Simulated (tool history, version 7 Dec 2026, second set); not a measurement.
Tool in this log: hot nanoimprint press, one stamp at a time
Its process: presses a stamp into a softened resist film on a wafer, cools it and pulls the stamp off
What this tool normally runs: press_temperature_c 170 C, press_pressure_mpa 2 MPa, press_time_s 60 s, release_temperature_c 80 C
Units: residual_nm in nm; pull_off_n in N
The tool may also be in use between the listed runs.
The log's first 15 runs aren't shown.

run   hour  press_temperature_c  press_pressure_mpa  press_time_s  release_temperature_c  residual_nm  pull_off_n
 16  183.9                  170                1.44            49                     80        209.5         187
 17  195.3                  167                2.61            44                     80        176.8         183
 18  202.8                  176                2.61           110                     68         97.6         214
 19  219.5                  164                1.76            42                     71        231.8         212
 20  230.1                  170                   2            31                     71        206.3         216
 21  241.1                  170                   2            60                     65        166.9         222
 22  251.9                  170                2.87            60                     80        138.5         191
 23  263.5                  170                2.87            60                     86        138.9         168
 24  276.8                  170                2.87            60                     86        139.8         174
 25  287.7                  177                2.87            60                     86          112         173
 26  300.6                  177                2.87            60                     86        112.2         179
 27  317.6                  178                1.43            77                     80        145.6         191
 28  332.9                  178                1.43            77                     80        145.8         192
 29  341.7                  178                1.43            77                     80        146.1         197
 30  351.1                  178                2.53            77                     68        107.2         238

3 options for the next run, each taken on its own from the tool as it stands now. Forecast them:
  A  358.7                  178                2.53            77                     69            ?           ?
  B  358.7                  164                1.31            77                     80            ?           ?
  C  358.7                  178                2.53            77                     67            ?           ?

run  residual_nm  pull_off_n
  A        106.9         231
  B        222.6         196
  C        105.9         239
Had the tool no hidden state, the same runs would have come out as:
run  residual_nm  pull_off_n
  A        106.1         177
  B        223.6         149
  C        105.1         183
